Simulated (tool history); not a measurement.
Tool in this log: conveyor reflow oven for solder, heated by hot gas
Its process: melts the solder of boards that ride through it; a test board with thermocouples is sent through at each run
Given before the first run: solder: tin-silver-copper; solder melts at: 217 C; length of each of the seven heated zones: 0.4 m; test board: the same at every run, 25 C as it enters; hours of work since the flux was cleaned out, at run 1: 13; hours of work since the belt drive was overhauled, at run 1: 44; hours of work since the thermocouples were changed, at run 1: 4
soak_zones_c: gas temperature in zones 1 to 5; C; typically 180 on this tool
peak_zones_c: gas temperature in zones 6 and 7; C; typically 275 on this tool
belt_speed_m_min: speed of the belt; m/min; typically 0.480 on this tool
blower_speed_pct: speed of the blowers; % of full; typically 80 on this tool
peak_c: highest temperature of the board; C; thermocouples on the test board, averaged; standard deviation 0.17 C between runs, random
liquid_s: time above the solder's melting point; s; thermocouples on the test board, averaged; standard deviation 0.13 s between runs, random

run    day  soak_zones_c  peak_zones_c  belt_speed_m_min  blower_speed_pct  hours of work since the flux was cleaned out  hours of work since the belt drive was overhauled  hours of work since the thermocouples were changed  peak_c  liquid_s
  1  0.000           180           275             0.480                80                                            13                                                 44                                                   4   263.1      86.3
  2  0.358           191           275             0.480                80                                            17                                                 48                                                   8   264.1      92.5
  3  0.617           187           275             0.480                80                                            20                                                 51                                                  11   263.7      90.6
  4  0.958           187           267             0.480                80                                            24                                                 55                                                  15   256.4      85.9
  5  1.171           180           275             0.481                80                                            27                                                 58                                                  18   262.9      86.2
  6  1.512           180           275             0.481                80                                            31                                                 62                                                  22   262.5      85.9
  7  1.771           180           275             0.481                80                                            34                                                 65                                                  25   262.9      86.1
  8  2.054           180           275             0.481                80                                            37                                                 68                                                  28   262.5      86.3
  9  2.371           180           275             0.481                80                                            41                                                 72                                                  31   262.6      86.3
 10  2.742           180           275             0.480                80                                            45                                                 76                                                  36   262.6      86.3
 11  3.008           180           275             0.393                80                                            48                                                 79                                                  39   267.3     110.0
 12  3.238           180           275             0.393                80                                            50                                                 82                                                  41   267.4     110.2
 13  3.417           180           275             0.393                80                                            53                                                 84                                                  44   267.2     110.1
 14  3.604           180           275             0.393                80                                            55                                                 86                                                  46   267.5     110.1
 15  4.004           184           275             0.480                80                                            59                                                 90                                                  50   263.3      88.4
 16  4.200           180           275             0.466                58                                            62                                                 93                                                  53   258.4      85.3
 17  4.579           173           275             0.543                67                                            66                                                 97                                                  57   254.9      66.6
 18  4.942           194           279             0.480                83                                            70                                                101                                                  61   268.6      96.6

What does the tool deliver on the next run?
 19  5.371           194           275             0.382                80                                            75                                                106                                                  66       ?         ?

peak_c: 269.0 C
liquid_s: 121.9 s
Were there no unlogged condition in the tool, this run, its random variation unchanged, would have produced peak_c 269.0 C, liquid_s 121.9 s.

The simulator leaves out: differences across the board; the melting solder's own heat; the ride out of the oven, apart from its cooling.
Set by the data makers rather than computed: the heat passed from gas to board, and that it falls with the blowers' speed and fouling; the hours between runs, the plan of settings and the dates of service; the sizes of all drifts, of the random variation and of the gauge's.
